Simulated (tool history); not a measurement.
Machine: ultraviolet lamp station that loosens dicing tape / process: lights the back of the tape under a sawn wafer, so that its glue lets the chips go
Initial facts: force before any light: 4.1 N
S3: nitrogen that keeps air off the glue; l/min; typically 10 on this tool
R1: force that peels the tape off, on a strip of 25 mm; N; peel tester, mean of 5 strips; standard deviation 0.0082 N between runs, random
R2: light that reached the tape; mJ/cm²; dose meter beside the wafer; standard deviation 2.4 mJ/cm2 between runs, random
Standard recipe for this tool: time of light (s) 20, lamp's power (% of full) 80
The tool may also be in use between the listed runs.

{"run": 1, "hour": 0.0, "time of light (s)": 20, "lamp's power (% of full)": 80, "S3": 10, "R1": 0.373, "R2": 220}
{"run": 2, "hour": 12.9, "time of light (s)": 20, "lamp's power (% of full)": 80, "S3": 10, "R1": 0.376, "R2": 217}
{"run": 3, "hour": 22.5, "time of light (s)": 20, "lamp's power (% of full)": 62, "S3": 10, "R1": 0.543, "R2": 171}
{"run": 4, "hour": 38.7, "time of light (s)": 20, "lamp's power (% of full)": 64, "S3": 10, "R1": 0.529, "R2": 178}
{"run": 5, "hour": 57.0, "time of light (s)": 20, "lamp's power (% of full)": 64, "S3": 10, "R1": 0.543, "R2": 173}
{"run": 6, "hour": 65.8, "time of light (s)": 20, "lamp's power (% of full)": 64, "S3": 10, "R1": 0.537, "R2": 173}
{"hour": 76.8, "done": "window cleaned of glue's vapour"}
{"run": 7, "hour": 80.5, "time of light (s)": 20, "lamp's power (% of full)": 80, "S3": 3, "R1": 0.682, "R2": 227}
{"run": 8, "hour": 95.4, "time of light (s)": 20, "lamp's power (% of full)": 80, "S3": 3, "R1": 0.639, "R2": 222}
{"run": 9, "hour": 105.5, "time of light (s)": 25, "lamp's power (% of full)": 80, "S3": 10, "R1": 0.279, "R2": 276}
{"run": 10, "hour": 113.7, "time of light (s)": 25, "lamp's power (% of full)": 80, "S3": 10, "R1": 0.286, "R2": 275}
{"run": 11, "hour": 125.2, "time of light (s)": 25, "lamp's power (% of full)": 80, "S3": 10, "R1": 0.289, "R2": 278}
{"run": 12, "hour": 143.2, "time of light (s)": 25, "lamp's power (% of full)": 80, "S3": 10, "R1": 0.271, "R2": 277}
{"run": 13, "hour": 153.1, "time of light (s)": 20, "lamp's power (% of full)": 80, "S3": 3, "R1": 0.72, "R2": 222}
{"run": 14, "hour": 166.8, "time of light (s)": 20, "lamp's power (% of full)": 80, "S3": 3, "R1": 0.732, "R2": 218}
{"run": 15, "hour": 183.6, "time of light (s)": 11, "lamp's power (% of full)": 80, "S3": 3, "R1": 1.413, "R2": 120}
{"run": 16, "hour": 195.5, "time of light (s)": 11, "lamp's power (% of full)": 80, "S3": 3, "R1": 1.477, "R2": 116}
{"run": 17, "hour": 209.4, "time of light (s)": 12, "lamp's power (% of full)": 80, "S3": 3, "R1": 1.416, "R2": 131}
{"run": 18, "hour": 222.2, "time of light (s)": 20, "lamp's power (% of full)": 80, "S3": 10, "R1": 0.384, "R2": 218}
{"run": 19, "hour": 238.9, "time of light (s)": 20, "lamp's power (% of full)": 80, "S3": 10, "R1": 0.38, "R2": 215}
{"run": 20, "hour": 253.3, "time of light (s)": 13, "lamp's power (% of full)": 80, "S3": 10, "R1": 0.755, "R2": 139}
{"run": 21, "hour": 264.9, "time of light (s)": 13, "lamp's power (% of full)": 80, "S3": 10, "R1": 0.79, "R2": 137}
{"run": 22, "hour": 278.1, "time of light (s)": 20, "lamp's power (% of full)": 80, "S3": 10, "R1": 0.406, "R2": 212}
{"run": 23, "hour": 293.4, "time of light (s)": 33, "lamp's power (% of full)": 60, "S3": 9, "R1": 0.318, "R2": 261}
{"run": 24, "hour": 308.5, "time of light (s)": 33, "lamp's power (% of full)": 60, "S3": 9, "R1": 0.32, "R2": 257}
{"run": 25, "hour": 325.7, "time of light (s)": 27, "lamp's power (% of full)": 60, "S3": 5, "R1": 0.583, "R2": 209}
{"run": 26, "hour": 340.8, "time of light (s)": 34, "lamp's power (% of full)": 78, "S3": 12, "R1": 0.243, "R2": 339}
{"run": 27, "hour": 360.3, "time of light (s)": 34, "lamp's power (% of full)": 78, "S3": 12, "R1": 0.243, "R2": 336}
{"run": 28, "hour": 375.4, "time of light (s)": 18, "lamp's power (% of full)": 82, "S3": 18, "R1": 0.386, "R2": 186}
{"run": 29, "hour": 391.3, "time of light (s)": 14, "lamp's power (% of full)": 67, "S3": 10, "R1": 0.915, "R2": 121}
{"run": 30, "hour": 402.3, "time of light (s)": 14, "lamp's power (% of full)": 67, "S3": 10, "R1": 0.953, "R2": 116}
{"run": 31, "hour": 420.3, "time of light (s)": 14, "lamp's power (% of full)": 67, "S3": 10, "R1": 0.907, "R2": 116}
{"run": 32, "hour": 435.4, "time of light (s)": 28, "lamp's power (% of full)": 75, "S3": 16, "R1": 0.279, "R2": 260}
{"run": 33, "hour": 453.7, "time of light (s)": 24, "lamp's power (% of full)": 61, "S3": 8, "R1": 0.58, "R2": 180}
{"run": 34, "hour": 470.4, "time of light (s)": 24, "lamp's power (% of full)": 81, "S3": 8, "R1": 0.37, "R2": 242}
{"run": 35, "hour": 486.9, "time of light (s)": 24, "lamp's power (% of full)": 81, "S3": 8, "R1": 0.384, "R2": 240}
{"run": 36, "hour": 504.8, "time of light (s)": 24, "lamp's power (% of full)": 99, "S3": 8, "R1": 0.301, "R2": 282}
{"run": 37, "hour": 516.3, "time of light (s)": 24, "lamp's power (% of full)": 99, "S3": 8, "R1": 0.31, "R2": 286}
{"run": 38, "hour": 529.5, "time of light (s)": 13, "lamp's power (% of full)": 66, "S3": 4, "R1": 1.504, "R2": 99}
{"run": 39, "hour": 539.7, "time of light (s)": 12, "lamp's power (% of full)": 66, "S3": 4, "R1": 1.702, "R2": 91}
{"run": 40, "hour": 559.6, "time of light (s)": 12, "lamp's power (% of full)": 66, "S3": 4, "R1": 1.675, "R2": 94}
{"run": 41, "hour": 573.3, "time of light (s)": 20, "lamp's power (% of full)": 92, "S3": 10, "R1": 0.39, "R2": 213}
{"run": 42, "hour": 586.1, "time of light (s)": 14, "lamp's power (% of full)": 62, "S3": 16, "R1": 0.946, "R2": 100}
{"run": 43, "hour": 605.2, "time of light (s)": 14, "lamp's power (% of full)": 62, "S3": 16, "R1": 0.956, "R2": 99}

What would each run have given without the hidden state, its run-to-run variation left as it was?
Hidden state at play: lamp's light, % of a new lamp's; light that the window lets through, % of a clean one's; drift of the gauge itself on peel_n, %; drift of the gauge itself on dose_mj_cm2, %.
run=1 R1=0.323 R2=246
run=2 R1=0.324 R2=245
run=3 R1=0.454 R2=193
run=4 R1=0.439 R2=201
run=5 R1=0.446 R2=198
run=6 R1=0.44 R2=198
run=7 R1=0.594 R2=249
run=8 R1=0.552 R2=246
run=9 R1=0.254 R2=306
run=10 R1=0.261 R2=306
run=11 R1=0.262 R2=310
run=12 R1=0.243 R2=311
run=13 R1=0.605 R2=250
run=14 R1=0.61 R2=247
run=15 R1=1.239 R2=137
run=16 R1=1.289 R2=133
run=17 R1=1.217 R2=151
run=18 R1=0.317 R2=252
run=19 R1=0.312 R2=250
run=20 R1=0.603 R2=162
run=21 R1=0.626 R2=161
run=22 R1=0.326 R2=250
run=23 R1=0.267 R2=310
run=24 R1=0.267 R2=307
run=25 R1=0.443 R2=251
run=26 R1=0.228 R2=410
run=27 R1=0.227 R2=409
run=28 R1=0.301 R2=228
run=29 R1=0.686 R2=148
run=30 R1=0.71 R2=144
run=31 R1=0.672 R2=145
run=32 R1=0.243 R2=326
run=33 R1=0.412 R2=227
run=34 R1=0.279 R2=306
run=35 R1=0.286 R2=307
run=36 R1=0.245 R2=365
run=37 R1=0.25 R2=369
run=38 R1=1.149 R2=130
run=39 R1=1.315 R2=119
run=40 R1=1.287 R2=124
run=41 R1=0.277 R2=282
run=42 R1=0.634 R2=134
run=43 R1=0.636 R2=133
